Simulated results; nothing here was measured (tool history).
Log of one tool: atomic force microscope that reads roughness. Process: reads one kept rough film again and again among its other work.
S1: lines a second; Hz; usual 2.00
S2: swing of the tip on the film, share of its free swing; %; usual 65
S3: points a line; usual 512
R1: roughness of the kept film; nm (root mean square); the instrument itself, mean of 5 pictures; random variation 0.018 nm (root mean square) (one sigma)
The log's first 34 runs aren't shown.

-- hour=1921.7 new tip fitted
run 35 hour=1960.3 | S1=3.26 S2=65 S3=497 | R1=4.018
run 36 hour=1999.2 | S1=3.26 S2=65 S3=497 | R1=3.926
run 37 hour=2045.8 | S1=2.70 S2=65 S3=781 | R1=3.960
run 38 hour=2104.3 | S1=2.70 S2=65 S3=781 | R1=3.866
run 39 hour=2181.3 | S1=1.21 S2=78 S3=512 | R1=3.765
-- hour=2211.2 new tip fitted
run 40 hour=2244.0 | S1=2.77 S2=74 S3=818 | R1=3.802
run 41 hour=2318.5 | S1=2.77 S2=85 S3=640 | R1=3.287
run 42 hour=2351.8 | S1=2.77 S2=85 S3=640 | R1=3.212
run 43 hour=2430.7 | S1=1.36 S2=75 S3=372 | R1=3.822
run 44 hour=2468.6 | S1=2.21 S2=65 S3=441 | R1=3.818
-- hour=2498.2 new tip fitted
run 45 hour=2547.6 | S1=2.00 S2=67 S3=267 | R1=4.115
run 46 hour=2612.7 | S1=2.14 S2=63 S3=261 | R1=4.075
run 47 hour=2666.6 | S1=1.96 S2=87 S3=265 | R1=3.332
run 48 hour=2733.1 | S1=2.00 S2=79 S3=512 | R1=3.510
-- hour=2788.3 new tip fitted
run 49 hour=2807.2 | S1=1.52 S2=79 S3=496 | R1=4.028
run 50 hour=2858.1 | S1=1.52 S2=79 S3=496 | R1=3.968
run 51 hour=2920.6 | S1=1.19 S2=65 S3=512 | R1=4.247

Forecast each of these 5 alternatives for the next run:
run A hour=2971.8 | S1=1.19 S2=65 S3=772 | R1=?
run B hour=2971.8 | S1=1.24 S2=56 S3=512 | R1=?
run C hour=2971.8 | S1=2.50 S2=65 S3=722 | R1=?
run D hour=2971.8 | S1=0.77 S2=65 S3=512 | R1=?
run E hour=2971.8 | S1=1.19 S2=56 S3=512 | R1=?

run=A R1=4.125
run=B R1=4.206
run=C R1=3.906
run=D R1=4.202
run=E R1=4.228
Without the tool's hidden state the same runs would have given:
run=A R1=4.473
run=B R1=4.562
run=C R1=4.235
run=D R1=4.557
run=E R1=4.585

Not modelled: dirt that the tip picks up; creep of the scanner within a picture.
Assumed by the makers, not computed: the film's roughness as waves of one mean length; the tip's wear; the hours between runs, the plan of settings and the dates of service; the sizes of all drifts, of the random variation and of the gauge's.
